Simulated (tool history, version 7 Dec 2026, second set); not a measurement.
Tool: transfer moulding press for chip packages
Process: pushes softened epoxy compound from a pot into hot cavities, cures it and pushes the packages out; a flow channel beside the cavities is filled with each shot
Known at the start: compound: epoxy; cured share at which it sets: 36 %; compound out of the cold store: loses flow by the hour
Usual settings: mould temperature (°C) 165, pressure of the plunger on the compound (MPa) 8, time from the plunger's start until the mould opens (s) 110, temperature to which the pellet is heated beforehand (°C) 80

| run | hour | mould temperature (°C) | pressure of the plunger on the compound (MPa) | time from the plunger's start until the mould opens (s) | temperature to which the pellet is heated beforehand (°C) | incoming compound's hours out of the cold store | length that the compound runs in the flow channel (mm) | greatest force on the pins that push the packages out (N) |
|---|---|---|---|---|---|---|---|---|
| 1 | 0 | 165 | 8 | 110 | 80 | 46.9 | 605 | 203 |
| 2 | 26.5 | 165 | 8 | 110 | 80 | 25.7 | 677 | 210 |
| 3 | 42.3 | 169 | 8 | 110 | 80 | 29.4 | 653 | 198 |
| 4 | 58.5 | 165 | 8 | 110 | 80 | 35.6 | 642 | 218 |
| 5 | 78.7 | 165 | 8 | 110 | 80 | 42.6 | 621 | 211 |
| 6 | 103.4 | 165 | 8 | 100 | 80 | 46.9 | 607 | 233 |
| 7 | 121.8 | 165 | 8 | 100 | 80 | 33.3 | 648 | 235 |
| 8 | 143.4 | 165 | 8 | 110 | 80 | 22.9 | 687 | 211 |
|  | 151.5 | cavities cleaned with cleaning compound and waxed |
| 9 | 167.8 | 165 | 8 | 110 | 80 | 8.7 | 744 | 212 |
| 10 | 182.5 | 165 | 8 | 110 | 80 | 16.1 | 712 | 214 |
|  | 203.7 | plunger's sealing rings changed |
| 11 | 213.5 | 165 | 8 | 135 | 80 | 19.8 | 698 | 201 |
| 12 | 232.2 | 165 | 8 | 110 | 80 | 29.2 | 668 | 224 |
| 13 | 253.2 | 165 | 8 | 146 | 80 | 18 | 705 | 199 |
| 14 | 268.9 | 165 | 8 | 146 | 80 | 43.9 | 614 | 200 |
| 15 | 280.4 | 165 | 8 | 146 | 80 | 43.9 | 616 | 202 |
| 16 | 294 | 172 | 8 | 110 | 82 | 10.5 | 714 | 201 |
|  | 304.3 | cavities cleaned with cleaning compound and waxed |
| 17 | 311.5 | 164 | 8 | 147 | 80 | 38.2 | 635 | 196 |
| 18 | 332.1 | 158 | 8 | 147 | 86 | 39.7 | 649 | 206 |
| 19 | 348.6 | 158 | 8 | 147 | 86 | 25.3 | 700 | 219 |
| 20 | 369.1 | 166 | 6.24 | 91 | 71 | 40.8 | 551 | 247 |
| 21 | 382.4 | 171 | 7.63 | 110 | 80 | 20.2 | 663 | 209 |
| 22 | 400 | 171 | 8.3 | 120 | 71 | 38.1 | 631 | 193 |
| 23 | 417.8 | 171 | 8.3 | 120 | 71 | 24.5 | 679 | 196 |
| 24 | 437.8 | 171 | 8.3 | 120 | 71 | 41.4 | 624 | 201 |
|  | 455.7 | cavities cleaned with cleaning compound and waxed |
| 25 | 456.9 | 170 | 8.3 | 120 | 71 | 9.4 | 738 | 187 |
| 26 | 477.3 | 158 | 8.3 | 120 | 71 | 10.8 | 770 | 274 |
| 27 | 490.2 | 158 | 9.87 | 141 | 71 | 21.9 | 792 | 224 |
| 28 | 518.6 | 165 | 6.01 | 126 | 80 | 19.4 | 605 | 209 |

Forecast each of these 4 alternatives for the next run:
|  | 541.2 | mould's thermocouples calibrated |
| A | 544.3 | 171 | 6.01 | 115 | 80 | 23.9 | ? | ? |
|  | 541.2 | mould's thermocouples calibrated |
| B | 544.3 | 171 | 6.01 | 126 | 71 | 9.8 | ? | ? |
|  | 541.2 | mould's thermocouples calibrated |
| C | 544.3 | 172 | 8.57 | 110 | 89 | 28.6 | ? | ? |
|  | 541.2 | mould's thermocouples calibrated |
| D | 544.3 | 167 | 6.01 | 139 | 80 | 41 | ? | ? |

| run | length that the compound runs in the flow channel (mm) | greatest force on the pins that push the packages out (N) |
|---|---|---|
| A | 578 | 198 |
| B | 624 | 191 |
| C | 672 | 205 |
| D | 535 | 194 |
Without the tool's hidden state the same runs would have given:
| run | length that the compound runs in the flow channel (mm) | greatest force on the pins that push the packages out (N) |
|---|---|---|
| A | 578 | 196 |
| B | 624 | 189 |
| C | 672 | 203 |
| D | 535 | 192 |
